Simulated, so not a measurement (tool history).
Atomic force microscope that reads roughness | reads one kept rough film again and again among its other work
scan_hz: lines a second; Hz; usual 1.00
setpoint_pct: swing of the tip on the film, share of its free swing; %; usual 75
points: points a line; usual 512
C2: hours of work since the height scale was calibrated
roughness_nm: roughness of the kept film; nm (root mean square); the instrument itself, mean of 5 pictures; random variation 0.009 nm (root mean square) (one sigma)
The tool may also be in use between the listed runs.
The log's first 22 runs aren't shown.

{"run": 23, "hour": 271.4, "scan_hz": 2.58, "setpoint_pct": 70, "points": 403, "pictures with this tip": 131, "C2": 287, "roughness_nm": 1.526}
{"hour": 274.8, "done": "new tip fitted"}
{"run": 24, "hour": 287.2, "scan_hz": 1.23, "setpoint_pct": 70, "points": 584, "pictures with this tip": 20, "C2": 298, "roughness_nm": 1.916}
{"run": 25, "hour": 303.9, "scan_hz": 0.76, "setpoint_pct": 58, "points": 374, "pictures with this tip": 46, "C2": 310, "roughness_nm": 1.924}
{"run": 26, "hour": 313.0, "scan_hz": 1.71, "setpoint_pct": 58, "points": 810, "pictures with this tip": 60, "C2": 317, "roughness_nm": 1.841}
{"run": 27, "hour": 321.2, "scan_hz": 1.0, "setpoint_pct": 64, "points": 811, "pictures with this tip": 72, "C2": 323, "roughness_nm": 1.821}
{"run": 28, "hour": 338.3, "scan_hz": 1.46, "setpoint_pct": 64, "points": 811, "pictures with this tip": 99, "C2": 336, "roughness_nm": 1.717}
{"run": 29, "hour": 353.8, "scan_hz": 3.71, "setpoint_pct": 71, "points": 811, "pictures with this tip": 123, "C2": 347, "roughness_nm": 1.462}
{"hour": 361.4, "done": "new tip fitted"}
{"run": 30, "hour": 365.8, "scan_hz": 1.28, "setpoint_pct": 59, "points": 512, "pictures with this tip": 7, "C2": 356, "roughness_nm": 2.049}
{"run": 31, "hour": 375.8, "scan_hz": 1.05, "setpoint_pct": 67, "points": 512, "pictures with this tip": 23, "C2": 363, "roughness_nm": 1.953}

Forecast run 32:
{"run": 32, "hour": 392.3, "scan_hz": 1.0, "setpoint_pct": 57, "points": 512, "pictures with this tip": 48, "C2": 375, "roughness_nm": "?"}

Run 32 gave roughness_nm 1.923 nm (root mean square).
Without the tool's hidden state the same run would have given roughness_nm 2.101 nm (root mean square).
